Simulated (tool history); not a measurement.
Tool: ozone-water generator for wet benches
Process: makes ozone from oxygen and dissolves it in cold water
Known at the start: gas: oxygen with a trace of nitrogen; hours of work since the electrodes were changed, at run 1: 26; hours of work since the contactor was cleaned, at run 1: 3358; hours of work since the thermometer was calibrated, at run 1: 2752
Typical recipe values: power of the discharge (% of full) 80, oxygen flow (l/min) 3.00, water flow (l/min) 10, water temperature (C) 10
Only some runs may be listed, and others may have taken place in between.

run	day	power of the discharge (% of full)	oxygen flow (l/min)	water flow (l/min)	water temperature (C)	hours of work since the electrodes were changed	hours of work since the contactor was cleaned	hours of work since the thermometer was calibrated	dissolved ozone (ppm)	ozone in the gas ahead of the water (g/m3)
1	0.000	80	3.00	10	10	26	3358	2752	31.0	279.4
2	4.042	80	3.00	10	10	90	3422	2816	30.2	278.4
3	7.950	80	3.00	10	10	152	3484	2879	30.7	279.8
4	12.550	45	3.00	10	10	226	3557	2952	18.2	168.8
5	14.700	45	3.00	10	10	260	3592	2986	18.1	167.3
6	16.838	45	3.00	10	10	294	3626	3020	18.5	167.0
7	19.121	45	3.00	10	10	330	3662	3056	18.2	167.0
8	22.033	45	3.00	10	10	376	3708	3102	18.3	167.2
9	24.333	45	3.00	10	10	413	3745	3139	18.5	166.5
10	28.108	45	3.00	10	10	473	3805	3199	18.5	167.2
11	30.342	80	3.00	7	10	508	3840	3234	40.7	280.6
12	32.579	80	3.00	10	10	544	3876	3270	30.9	279.0
# day 32.958: contactor cleaned
13	37.446	80	3.00	10	10	619	71	3345	30.2	281.9
14	41.008	80	3.00	10	10	675	128	3401	30.4	281.3
15	45.229	80	3.00	10	10	742	195	3468	30.4	276.3
# day 46.892: contactor cleaned, once more
16	47.354	80	3.00	15	10	773	7	3499	21.5	278.8
17	51.671	80	3.00	15	10	842	76	3568	21.2	280.7
18	54.779	66	3.00	15	10	891	125	3617	17.9	235.7
19	58.550	60	3.00	12	6	951	185	3677	21.5	217.0
20	62.746	80	2.82	9	11	1018	252	3744	33.7	286.9
21	65.012	76	3.00	7	14	1054	288	3780	37.2	265.2
22	67.283	76	3.00	7	6	1090	324	3816	42.5	265.7
23	69.592	76	3.00	7	6	1127	361	3853	42.1	266.7
24	71.838	76	4.32	7	12	1162	396	3889	36.1	212.9
25	76.388	76	4.32	7	12	1235	469	3961	35.9	212.0
26	80.012	51	3.45	13	6	1292	526	4018	17.3	171.6
27	83.862	44	2.57	10	10	1354	588	4080	18.2	179.8
28	87.238	71	3.00	7	10	1407	641	4133	37.1	249.0
29	91.471	96	3.00	10	17	1474	708	4200	32.6	320.9
30	95.429	49	3.00	15	10	1537	771	4263	13.8	178.1
31	100.012	80	3.00	14	10	1610	844	4336	22.3	275.1
32	103.021	99	1.53	10	11	1658	892	4384	35.5	496.6

Branching from run 32: 3 alternative next runs. What would each branch give?
A	105.671	99	1.53	10	11	1700	934	4426	?	?
B	105.671	99	3.17	11	11	1700	934	4426	?	?
C	105.671	99	2.14	10	11	1700	934	4426	?	?

run	dissolved ozone (ppm)	ozone in the gas ahead of the water (g/m3)
A	35.4	492.7
B	33.5	323.3
C	36.5	407.8
With the hidden condition removed and each run's random variation left untouched, the same runs would have given:
run	dissolved ozone (ppm)	ozone in the gas ahead of the water (g/m3)
A	36.4	501.9
B	34.5	329.4
C	37.5	415.4
